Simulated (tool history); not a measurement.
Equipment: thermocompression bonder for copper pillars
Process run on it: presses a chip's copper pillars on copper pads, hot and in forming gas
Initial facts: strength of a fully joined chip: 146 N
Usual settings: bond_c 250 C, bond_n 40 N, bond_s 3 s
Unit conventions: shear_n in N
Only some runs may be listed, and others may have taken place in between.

| run | hour | bond_c | bond_n | bond_s | shear_n |
|---|---|---|---|---|---|
| 1 | 0 | 250 | 40 | 3 | 59.5 |
| 2 | 12.2 | 250 | 40 | 3 | 60.4 |
| 3 | 23.7 | 221 | 40 | 3 | 44 |
| 4 | 46.5 | 221 | 40 | 3 | 42.4 |
| 5 | 59.2 | 250 | 40 | 3 | 57.7 |
| 6 | 78.5 | 250 | 40 | 3 | 59.2 |
| 7 | 99.9 | 250 | 40 | 3 | 58.6 |
| 8 | 113.4 | 250 | 39 | 3 | 56 |
| 9 | 130.1 | 250 | 39 | 3 | 56.3 |
| 10 | 150.8 | 224 | 38 | 2 | 34.2 |
| 11 | 168.2 | 226 | 47 | 8 | 74.6 |
| 12 | 189.1 | 256 | 59 | 8 | 107.1 |
| 13 | 198.3 | 250 | 40 | 7 | 76.6 |

Below are 3 alternative next runs, each starting from the tool's condition after run 13. Predict each:
| A | 208.3 | 229 | 25 | 2 | ? |
| B | 208.3 | 235 | 40 | 6 | ? |
| C | 208.3 | 250 | 27 | 7 | ? |

| run | shear_n |
|---|---|
| A | 21.9 |
| B | 63.7 |
| C | 52.8 |
Had the tool no hidden state, the same runs would have come out as:
| run | shear_n |
|---|---|
| A | 23.8 |
| B | 69.2 |
| C | 57.5 |
